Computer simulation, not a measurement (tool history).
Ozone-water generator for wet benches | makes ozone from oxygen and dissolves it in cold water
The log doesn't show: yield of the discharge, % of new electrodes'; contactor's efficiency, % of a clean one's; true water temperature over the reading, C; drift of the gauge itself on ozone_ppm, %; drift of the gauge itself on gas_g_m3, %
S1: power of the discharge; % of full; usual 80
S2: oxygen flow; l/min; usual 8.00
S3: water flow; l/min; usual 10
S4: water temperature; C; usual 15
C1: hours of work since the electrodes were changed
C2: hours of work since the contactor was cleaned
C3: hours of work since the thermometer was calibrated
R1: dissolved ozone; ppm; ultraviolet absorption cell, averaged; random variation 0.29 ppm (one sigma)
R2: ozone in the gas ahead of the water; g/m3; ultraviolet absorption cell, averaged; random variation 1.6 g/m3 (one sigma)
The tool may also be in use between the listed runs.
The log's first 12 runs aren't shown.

run,hour,S1,S2,S3,S4,C1,C2,C3,R1,R2
13,279.4,80,7.62,10,15,860,2876,2115,45.6,309.1
14,308.6,80,7.62,10,15,884,2900,2139,45.3,308.6
15,340.0,80,7.62,10,15,910,2925,2165,45.5,310.3
16,367.2,80,7.62,10,15,932,2947,2187,45.1,308.3
17,398.8,80,8.00,10,15,958,2973,2213,45.1,302.3
18,428.8,80,8.00,10,15,982,2998,2237,45.3,303.6
19,456.0,80,8.00,10,21,1004,3020,2259,39.4,305.0
20,477.6,96,8.00,12,15,1022,3037,2277,48.5,358.3
21,504.1,96,8.00,12,15,1044,3059,2299,48.2,358.1
22,529.2,48,4.15,12,8,1064,3080,2319,27.7,246.4
23,552.9,48,4.15,12,8,1083,3099,2338,27.7,245.2
24,587.0,41,5.22,10,15,1111,3127,2366,25.0,197.2
25,617.3,70,8.00,6,12,1136,3151,2391,54.0,270.7
26,644.3,56,8.00,7,15,1158,3173,2413,39.3,220.0
27,672.1,56,4.17,8,15,1181,3196,2436,37.2,278.4
28,690.3,80,6.12,10,9,1195,3211,2450,50.8,334.7
29,724.5,76,6.12,10,9,1223,3239,2478,48.7,317.2
30,749.4,76,9.02,15,9,1244,3259,2499,39.4,277.5
31,766.8,67,10.32,9,9,1258,3273,2513,45.3,239.6
32,785.3,67,10.32,9,9,1273,3288,2528,45.6,237.5
33,817.4,80,7.01,10,15,1299,3315,2554,45.3,321.9
34,844.8,80,5.18,7,15,1321,3337,2576,55.1,354.3

3 ways to go on from here, each from the tool as it stands after run 34. What would each give?
A,873.2,80,10.35,7,15,1345,3360,2600,?,?
B,873.2,85,5.18,7,15,1345,3360,2600,?,?
C,873.2,100,9.74,10,15,1345,3360,2600,?,?

run,R1,R2
A,51.1,281.0
B,58.1,375.2
C,54.2,344.5
Without the tool's hidden state the same runs would have given:
run,R1,R2
A,51.1,281.2
B,58.1,375.4
C,54.3,344.7
